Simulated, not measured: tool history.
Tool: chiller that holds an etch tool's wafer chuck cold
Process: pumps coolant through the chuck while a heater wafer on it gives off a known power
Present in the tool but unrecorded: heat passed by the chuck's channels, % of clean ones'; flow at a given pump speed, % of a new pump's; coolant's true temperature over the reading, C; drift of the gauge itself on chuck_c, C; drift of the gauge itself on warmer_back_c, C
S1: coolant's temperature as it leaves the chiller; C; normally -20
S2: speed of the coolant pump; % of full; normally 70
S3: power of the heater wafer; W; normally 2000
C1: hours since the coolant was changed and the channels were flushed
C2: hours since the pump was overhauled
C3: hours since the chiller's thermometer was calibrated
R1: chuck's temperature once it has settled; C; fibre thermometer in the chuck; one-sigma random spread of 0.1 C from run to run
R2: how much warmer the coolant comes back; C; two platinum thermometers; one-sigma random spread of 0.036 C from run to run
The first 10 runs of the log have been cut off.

| run | hour | S1 | S2 | S3 | C1 | C2 | C3 | R1 | R2 |
|---|---|---|---|---|---|---|---|---|---|
| 11 | 718.2 | -30 | 70 | 2000 | 803 | 3469 | 909 | -6.6 | 6.82 |
| 12 | 757.3 | -30 | 70 | 2000 | 842 | 3508 | 949 | -6.5 | 6.71 |
| 13 | 842.2 | -20 | 70 | 1046 | 927 | 3593 | 1033 | -7.8 | 3.54 |
| 14 | 904.7 | -20 | 70 | 2000 | 989 | 3656 | 1096 | 3.4 | 6.84 |
| 15 | 963.8 | -20 | 62 | 2000 | 1048 | 3715 | 1155 | 6 | 7.73 |
| 16 | 1030.6 | -20 | 85 | 2000 | 1115 | 3782 | 1222 | 0 | 5.55 |
| 17 | 1072.5 | -29 | 70 | 1352 | 1157 | 3823 | 1264 | -13.1 | 4.62 |
| 18 | 1155.2 | -20 | 71 | 2508 | 1240 | 3906 | 1347 | 9.4 | 8.46 |
| 19 | 1208.7 | -20 | 86 | 2620 | 1293 | 3960 | 1400 | 6.2 | 7.11 |
| 20 | 1289.2 | -28 | 86 | 1310 | 1374 | 4040 | 1481 | -14.9 | 3.59 |
| 21 | 1342.8 | -13 | 70 | 2000 | 1427 | 4094 | 1534 | 10.7 | 6.83 |
| 22 | 1408.3 | -25 | 70 | 1806 | 1493 | 4159 | 1600 | -3.5 | 6.16 |
| 23 | 1453.8 | -18 | 84 | 1903 | 1538 | 4205 | 1645 | 1.4 | 5.35 |
| 24 | 1541.8 | -18 | 65 | 1114 | 1626 | 4293 | 1733 | -4 | 4.16 |
| 25 | 1584.9 | -10 | 72 | 2000 | 1669 | 4336 | 1776 | 13.1 | 6.74 |
| 26 | 1653.3 | -10 | 72 | 2000 | 1738 | 4404 | 1845 | 13.1 | 6.64 |
| 27 | 1720.1 | -17 | 69 | 2573 | 1805 | 4471 | 1911 | 14.2 | 8.99 |
| 28 | 1795.2 | -17 | 69 | 2573 | 1880 | 4546 | 1986 | 14.2 | 8.98 |
| 29 | 1868.6 | -27 | 69 | 2824 | 1953 | 4620 | 2060 | 7.1 | 9.79 |
| 30 | 1953.4 | -20 | 67 | 1493 | 2038 | 4704 | 2145 | -1.5 | 5.36 |
| 31 | 2029.2 | -20 | 67 | 1493 | 2114 | 4780 | 2221 | -1.5 | 5.38 |

What if the next run were any one of these 3? Each begins from the tool's condition after run 31:
| A | 2085.5 | -18 | 87 | 2763 | 2170 | 4836 | 2277 | ? | ? |
| B | 2085.5 | -20 | 84 | 2000 | 2170 | 4836 | 2277 | ? | ? |
| C | 2085.5 | -15 | 87 | 1493 | 2170 | 4836 | 2277 | ? | ? |

| run | R1 | R2 |
|---|---|---|
| A | 10 | 7.45 |
| B | 0.8 | 5.69 |
| C | 0.1 | 4.09 |
Had the tool no hidden state, the same runs would have come out as:
| run | R1 | R2 |
|---|---|---|
| A | 8.4 | 7.18 |
| B | -0.3 | 5.48 |
| C | -0.7 | 3.94 |

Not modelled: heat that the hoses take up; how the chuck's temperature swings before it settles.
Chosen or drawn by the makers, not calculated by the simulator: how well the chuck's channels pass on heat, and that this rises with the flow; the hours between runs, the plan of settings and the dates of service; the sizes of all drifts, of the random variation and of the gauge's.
